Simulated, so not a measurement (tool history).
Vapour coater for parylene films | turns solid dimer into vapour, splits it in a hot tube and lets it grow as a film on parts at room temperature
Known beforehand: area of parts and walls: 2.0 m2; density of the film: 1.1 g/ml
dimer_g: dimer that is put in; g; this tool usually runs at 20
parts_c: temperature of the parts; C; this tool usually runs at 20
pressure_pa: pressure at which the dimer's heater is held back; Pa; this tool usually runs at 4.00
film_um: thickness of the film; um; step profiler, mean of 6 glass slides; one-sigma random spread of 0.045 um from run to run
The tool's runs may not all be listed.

run   hour  dimer_g  parts_c  pressure_pa  film_um
  1    0.0       20       20         4.00     4.89
  2   12.4       20       20         4.00     4.81
  3   29.2       20       20         4.00     4.79
  4   44.3       19       20         4.00     4.51
  5   53.4       17       20         4.00     4.03
  6   71.4       17       20         4.00     4.03
  7   81.1       22       20         4.00     5.17
  8   92.6       20       12         4.00     5.57
  9  102.0       20       12         4.00     5.34
     107.5  -- trap's valve overhauled
 10  123.9       20       12         4.00     5.25
 11  133.3       29       20        10.80     5.15
 12  142.0       16       17         2.23     4.36
     157.6  -- trap's valve overhauled, once more
 13  166.1       24       29         4.13     5.08
 14  178.8       14       23         3.15     3.60
 15  190.4       14       23         3.15     3.48
 16  206.9       31       15         7.26     7.45
 17  226.9       13       31         3.23     2.72
 18  238.8       21       31         4.72     4.05
 19  248.5       21       31         4.72     4.05

Branching from run 19: 3 alternative next runs. What would each branch give?
  A  267.1       20       28         4.00        ?
  B  267.1       14       20         4.00        ?
  C  267.1       21       18        10.15        ?

run  film_um
  A     4.16
  B     3.47
  C     4.39
With the hidden condition removed and each run's random variation left untouched, the same runs would have given:
run  film_um
  A     4.28
  B     3.57
  C     4.52
